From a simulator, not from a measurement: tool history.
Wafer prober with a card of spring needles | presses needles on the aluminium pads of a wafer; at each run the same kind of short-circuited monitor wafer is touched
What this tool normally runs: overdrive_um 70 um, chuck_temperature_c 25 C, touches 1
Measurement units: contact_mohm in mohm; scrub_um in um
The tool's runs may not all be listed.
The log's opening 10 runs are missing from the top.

run	hour	overdrive_um	chuck_temperature_c	touches	contact_mohm	scrub_um
# hour 87.9: tips cleaned on abrasive film
11	93.9	70	25	1	138	15.98
12	105.0	70	25	3	141	15.99
# hour 108.5: tips cleaned on abrasive film
13	113.6	70	25	3	139	16.01
14	119.9	61	25	1	142	13.95
15	127.0	70	25	1	141	16.04
# hour 128.9: tips cleaned on abrasive film
16	133.6	70	25	1	140	16.07
17	141.0	50	25	1	145	11.48
18	148.9	68	91	1	151	15.61
# hour 150.0: tips cleaned on abrasive film
19	156.2	71	45	1	142	16.32
20	163.5	80	65	2	146	18.41
21	169.3	70	25	2	142	16.11
# hour 170.4: tips cleaned on abrasive film
22	176.3	70	25	2	141	16.13
23	185.7	84	44	2	139	19.38
# hour 190.8: tips cleaned on abrasive film
24	193.8	84	44	2	143	19.39
25	201.2	84	44	2	143	19.42
# hour 211.6: tips cleaned on abrasive film
26	211.6	59	35	2	143	13.63
27	219.9	85	28	2	140	19.69
28	230.3	58	110	2	158	13.45
# hour 231.8: gauge calibrated
# hour 231.9: tips cleaned on abrasive film
29	239.4	58	110	2	159	13.10
30	244.8	87	110	2	151	19.67
# hour 252.5: tips cleaned on abrasive film
31	254.8	87	110	2	152	19.69
32	261.2	87	110	2	149	19.71
33	269.0	88	77	1	145	19.96
# hour 273.2: tips cleaned on abrasive film
34	280.0	70	25	2	141	15.90

What if the next run were any one of these 4? Each begins from the tool's condition after run 34:
# hour 286.8: height of the first contact set anew
A	288.5	70	36	2	?	?
# hour 286.8: height of the first contact set anew
B	288.5	60	25	3	?	?
# hour 286.8: height of the first contact set anew
C	288.5	70	30	1	?	?
# hour 286.8: height of the first contact set anew
D	288.5	62	33	1	?	?

run	contact_mohm	scrub_um
A	144	15.90
B	141	13.64
C	140	15.90
D	141	14.08
Stripped of hidden state, with their random variation kept, the same runs would have yielded:
run	contact_mohm	scrub_um
A	144	15.80
B	140	13.55
C	139	15.80
D	140	13.99
